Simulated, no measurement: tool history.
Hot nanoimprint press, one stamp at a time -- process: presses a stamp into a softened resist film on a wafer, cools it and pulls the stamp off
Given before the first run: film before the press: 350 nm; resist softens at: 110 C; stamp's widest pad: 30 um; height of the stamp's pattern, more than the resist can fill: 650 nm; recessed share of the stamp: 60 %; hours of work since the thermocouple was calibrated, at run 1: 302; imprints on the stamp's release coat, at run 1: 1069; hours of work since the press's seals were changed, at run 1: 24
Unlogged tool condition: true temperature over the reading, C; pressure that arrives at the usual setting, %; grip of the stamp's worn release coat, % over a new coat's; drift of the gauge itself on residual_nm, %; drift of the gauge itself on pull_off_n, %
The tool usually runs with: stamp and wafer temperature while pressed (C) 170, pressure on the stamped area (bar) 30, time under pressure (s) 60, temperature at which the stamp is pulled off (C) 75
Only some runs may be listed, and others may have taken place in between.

| run | day | stamp and wafer temperature while pressed (C) | pressure on the stamped area (bar) | time under pressure (s) | temperature at which the stamp is pulled off (C) | hours of work since the thermocouple was calibrated | imprints on the stamp's release coat | hours of work since the press's seals were changed | resist left under the stamp's widest pad (Å) | greatest force while the stamp is pulled off (N) |
|---|---|---|---|---|---|---|---|---|---|---|
| 1 | 0 | 170 | 30 | 60 | 75 | 302 | 1069 | 24 | 1676 | 312 |
|  | 0.446 | plate thermocouple calibrated |
| 2 | 0.529 | 171 | 30 | 60 | 75 | 1 | 1108 | 29 | 1585 | 306 |
| 3 | 0.775 | 171 | 30 | 60 | 75 | 4 | 1132 | 32 | 1580 | 306 |
|  | 1.125 | stamp cleaned and given a new release coat |
| 4 | 1.421 | 170 | 30 | 60 | 75 | 9 | 29 | 38 | 1631 | 211 |
| 5 | 1.871 | 170 | 30 | 60 | 75 | 15 | 72 | 43 | 1639 | 225 |
|  | 2.304 | plate thermocouple calibrated, once more |
| 6 | 2.383 | 170 | 30 | 60 | 75 | 1 | 109 | 48 | 1757 | 232 |
| 7 | 2.679 | 170 | 30 | 60 | 75 | 5 | 138 | 52 | 1740 | 235 |
| 8 | 2.942 | 170 | 30 | 60 | 75 | 8 | 162 | 56 | 1745 | 237 |
| 9 | 3.392 | 170 | 30 | 60 | 75 | 14 | 206 | 61 | 1750 | 233 |
| 10 | 3.667 | 173 | 45 | 87 | 65 | 18 | 232 | 65 | 1110 | 271 |
| 11 | 3.942 | 173 | 45 | 87 | 65 | 21 | 259 | 69 | 1109 | 274 |
| 12 | 4.412 | 173 | 23.5 | 36 | 65 | 27 | 304 | 75 | 2057 | 277 |
| 13 | 4.758 | 173 | 23.5 | 36 | 65 | 32 | 337 | 79 | 2050 | 282 |
| 14 | 5.192 | 170 | 30.3 | 60 | 73 | 37 | 379 | 85 | 1729 | 262 |
| 15 | 5.521 | 170 | 30.3 | 39 | 73 | 42 | 410 | 89 | 2013 | 262 |
| 16 | 5.971 | 172 | 39.5 | 39 | 72 | 48 | 453 | 95 | 1668 | 266 |
| 17 | 6.3 | 170 | 30 | 60 | 75 | 52 | 485 | 99 | 1730 | 259 |
| 18 | 6.704 | 170 | 30 | 60 | 75 | 57 | 524 | 105 | 1730 | 263 |

Here are 4 independent what-if runs from the current tool condition. What would each one return?
| A | 7.083 | 181 | 30 | 60 | 73 | 62 | 560 | 109 | ? | ? |
| B | 7.083 | 176 | 30 | 41 | 62 | 62 | 560 | 109 | ? | ? |
| C | 7.083 | 164 | 22.6 | 60 | 75 | 62 | 560 | 109 | ? | ? |
| D | 7.083 | 170 | 26 | 60 | 75 | 62 | 560 | 109 | ? | ? |

| run | resist left under the stamp's widest pad (Å) | greatest force while the stamp is pulled off (N) |
|---|---|---|
| A | 1153 | 279 |
| B | 1598 | 310 |
| C | 2369 | 263 |
| D | 1837 | 261 |
With no hidden state in the tool, these same runs would have given:
| run | resist left under the stamp's widest pad (Å) | greatest force while the stamp is pulled off (N) |
|---|---|---|
| A | 1156 | 235 |
| B | 1603 | 261 |
| C | 2375 | 221 |
| D | 1843 | 220 |
